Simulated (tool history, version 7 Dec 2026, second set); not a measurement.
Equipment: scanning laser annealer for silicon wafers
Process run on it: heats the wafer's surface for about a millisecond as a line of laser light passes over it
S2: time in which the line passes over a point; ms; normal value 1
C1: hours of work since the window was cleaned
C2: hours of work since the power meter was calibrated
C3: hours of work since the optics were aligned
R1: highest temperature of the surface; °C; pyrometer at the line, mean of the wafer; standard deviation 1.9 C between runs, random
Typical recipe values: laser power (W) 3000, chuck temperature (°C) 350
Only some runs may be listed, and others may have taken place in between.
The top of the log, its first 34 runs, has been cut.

{"run": 35, "hour": 722.3, "laser power (W)": 3057, "S2": 1.24, "chuck temperature (°C)": 318, "C1": 344, "C2": 954, "C3": 693, "R1": 1218}
{"run": 36, "hour": 753.8, "laser power (W)": 3057, "S2": 1.24, "chuck temperature (°C)": 318, "C1": 361, "C2": 972, "C3": 711, "R1": 1218}
{"run": 37, "hour": 785.1, "laser power (W)": 3057, "S2": 1.24, "chuck temperature (°C)": 318, "C1": 379, "C2": 989, "C3": 728, "R1": 1219}
{"run": 38, "hour": 805.5, "laser power (W)": 3219, "S2": 1.21, "chuck temperature (°C)": 386, "C1": 391, "C2": 1001, "C3": 740, "R1": 1342}
{"run": 39, "hour": 818.7, "laser power (W)": 3219, "S2": 1.08, "chuck temperature (°C)": 386, "C1": 398, "C2": 1008, "C3": 747, "R1": 1291}
{"run": 40, "hour": 848.0, "laser power (W)": 3219, "S2": 1.08, "chuck temperature (°C)": 386, "C1": 414, "C2": 1025, "C3": 764, "R1": 1285}
{"run": 41, "hour": 880.0, "laser power (W)": 3000, "S2": 1, "chuck temperature (°C)": 364, "C1": 433, "C2": 1043, "C3": 782, "R1": 1157}
{"run": 42, "hour": 894.7, "laser power (W)": 3000, "S2": 1, "chuck temperature (°C)": 364, "C1": 441, "C2": 1051, "C3": 790, "R1": 1159}

Branching from run 42: 3 alternative next runs. What would each branch give?
{"run": "A", "hour": 926.5, "laser power (W)": 2718, "S2": 1.06, "chuck temperature (°C)": 344, "C1": 459, "C2": 1069, "C3": 808, "R1": "?"}
{"run": "B", "hour": 926.5, "laser power (W)": 3160, "S2": 0.98, "chuck temperature (°C)": 364, "C1": 459, "C2": 1069, "C3": 808, "R1": "?"}
{"run": "C", "hour": 926.5, "laser power (W)": 2806, "S2": 1.1, "chuck temperature (°C)": 345, "C1": 459, "C2": 1069, "C3": 808, "R1": "?"}

run=A R1=1062
run=B R1=1201
run=C R1=1107
Had the tool no hidden state, the same runs would have come out as:
run=A R1=1062
run=B R1=1202
run=C R1=1108

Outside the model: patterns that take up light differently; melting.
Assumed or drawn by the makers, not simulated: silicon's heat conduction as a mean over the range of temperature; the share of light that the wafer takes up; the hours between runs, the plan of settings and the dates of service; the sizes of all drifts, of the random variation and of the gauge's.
